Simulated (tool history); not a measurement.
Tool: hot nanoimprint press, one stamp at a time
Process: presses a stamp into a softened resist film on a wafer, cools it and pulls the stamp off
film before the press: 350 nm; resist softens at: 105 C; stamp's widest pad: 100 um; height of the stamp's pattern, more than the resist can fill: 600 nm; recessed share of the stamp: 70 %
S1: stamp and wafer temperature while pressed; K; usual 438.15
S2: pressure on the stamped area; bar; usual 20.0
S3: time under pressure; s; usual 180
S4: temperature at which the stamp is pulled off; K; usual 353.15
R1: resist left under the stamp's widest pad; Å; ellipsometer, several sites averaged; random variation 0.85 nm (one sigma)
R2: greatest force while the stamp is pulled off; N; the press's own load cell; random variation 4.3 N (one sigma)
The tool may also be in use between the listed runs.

run   hour      S1    S2   S3      S4    R1   R2
  1    0.0  438.15  20.0  180  353.15  1367  228
  2   18.0  438.15  21.2  180  353.15  1335  234
  3   38.3  439.15  21.2  180  353.15  1256  242
  4   49.0  438.15  20.0  282  353.15  1137  241
  5   60.2  438.15  20.0  180  353.15  1371  239
  6   74.8  438.15  20.0  180  353.15  1374  242
  7   88.4  438.15  20.0  180  353.15  1392  251
  8  102.8  438.15  24.8  180  353.15  1239  258
  9  114.8  438.15  24.8  180  353.15  1232  260
 10  125.5  438.15  24.8  180  353.15  1236  251
 11  144.7  438.15  22.8  180  353.15  1295  277
 12  154.3  438.15  20.0   93  353.15  1775  264
 13  170.7  438.15  20.0   93  353.15  1774  281
 14  189.0  438.15  20.0   93  353.15  1774  279
 15  198.4  438.15  20.0  253  353.15  1211  293
 16  210.8  438.15  20.0  180  353.15  1396  285
 17  224.7  438.15  20.0  180  353.15  1400  282
 18  236.1  440.15  15.4  180  343.15  1401  359
 19  254.7  450.15  20.0  180  353.15   648  301
 20  264.1  450.15  20.0  180  353.15   641  289
 21  277.2  438.15  24.0  180  354.15  1278  300
 22  289.8  442.15  24.0  171  354.15  1000  297
 23  309.2  438.15  19.2  187  357.15  1418  286
 24  323.2  439.15  20.0  180  353.15  1317  315
 25  332.3  439.15  20.0  180  353.15  1320  313
     339.7  -- stamp cleaned and given a new release coat
 26  347.1  439.15  20.0  180  353.15  1333  204
 27  357.5  439.15  20.0  180  353.15  1317  214
 28  370.2  438.15  30.0  180  353.15  1157  216
 29  385.1  438.15  20.0  180  348.15  1409  247
 30  397.5  438.15  20.0  223  348.15  1290  252
 31  411.1  449.15  16.9  319  346.15   597  252

Forecast each of these 3 alternatives for the next run:
     418.7  -- plate thermocouple calibrated
  A  430.3  449.15  16.9  319  344.15   ?   ?
     418.7  -- plate thermocouple calibrated
  B  430.3  449.15  16.9  110  340.15   ?   ?
     418.7  -- plate thermocouple calibrated
  C  430.3  438.15  24.0  319  346.15   ?   ?

run   R1   R2
  A  553  284
  B  910  297
  C  987  275
Without the tool's hidden state the same runs would have given:
run   R1   R2
  A  545  259
  B  898  271
  C  970  251
